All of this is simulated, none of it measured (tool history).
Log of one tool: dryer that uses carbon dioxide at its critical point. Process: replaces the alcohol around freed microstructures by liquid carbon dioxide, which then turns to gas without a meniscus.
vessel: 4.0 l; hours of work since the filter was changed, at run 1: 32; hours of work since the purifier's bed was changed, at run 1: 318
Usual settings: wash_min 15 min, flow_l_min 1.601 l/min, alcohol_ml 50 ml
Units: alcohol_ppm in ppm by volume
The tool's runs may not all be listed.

run,day,wash_min,flow_l_min,alcohol_ml,hours of work since the filter was changed,hours of work since the purifier's bed was changed,alcohol_ppm
1,0.000,15,1.601,50,32,318,260
2,0.250,15,1.601,50,35,322,272
3,0.742,15,1.601,83,42,328,361
4,1.088,15,1.601,27,47,333,218
5,1.596,15,1.601,27,54,340,216
6,2.100,15,1.601,27,61,347,231
7,2.638,15,1.601,27,68,355,228
8,3.208,15,1.601,27,76,362,228
9,3.525,15,1.601,27,81,367,231
10,4.012,15,1.601,27,87,374,244
11,4.529,15,1.601,27,94,381,241
12,5.075,15,1.601,51,102,388,310
13,5.454,15,2.150,50,107,393,208
14,5.971,15,2.150,50,114,400,208
15,6.550,15,2.150,50,122,409,211
16,7.096,15,2.150,50,130,416,205
17,7.554,15,2.150,50,136,422,215
18,7.962,15,2.150,50,142,428,226
19,8.396,15,1.440,50,148,434,417
20,8.654,15,1.440,50,151,438,413
21,9.179,15,1.440,50,158,445,438
22,9.512,15,1.440,50,163,449,440
23,9.988,15,1.440,50,170,456,437
24,10.375,19,1.340,71,175,461,388
# day 10.746: inlet filter changed
25,10.796,22,1.340,83,1,466,279
26,11.117,23,1.770,52,5,471,208
27,11.512,15,1.710,50,11,476,313
28,11.783,23,1.710,23,14,480,213
29,12.217,23,1.710,23,20,486,212
30,12.633,23,1.710,23,26,492,225
31,12.892,21,1.601,25,30,495,226
32,13.333,22,1.110,52,36,501,341
33,13.788,22,1.110,52,42,508,351
34,14.217,15,1.140,50,48,514,701
35,14.654,22,2.720,42,54,520,226
36,15.067,22,2.720,42,60,525,244
37,15.633,11,2.720,95,67,533,305
38,16.158,10,1.220,95,75,540,2537
39,16.408,10,1.950,24,78,544,386
40,16.900,10,1.950,30,85,551,435
41,17.358,23,1.000,119,91,557,644
42,17.867,18,2.330,51,98,564,249
43,18.425,12,1.601,94,106,572,879
44,18.992,15,1.601,22,114,579,321
45,19.458,10,2.650,43,120,586,348
46,19.838,10,2.650,43,125,591,342

4 ways to go on from here, each from the tool as it stands after run 46. What would each give?
A,20.267,18,2.260,41,131,597,?
B,20.267,23,2.690,50,131,597,?
C,20.267,23,2.190,50,131,597,?
D,20.267,14,1.601,50,131,597,?

run,alcohol_ppm
A,267
B,269
C,258
D,465
Without the tool's hidden state the same runs would have given:
run,alcohol_ppm
A,7
B,8
C,1
D,166

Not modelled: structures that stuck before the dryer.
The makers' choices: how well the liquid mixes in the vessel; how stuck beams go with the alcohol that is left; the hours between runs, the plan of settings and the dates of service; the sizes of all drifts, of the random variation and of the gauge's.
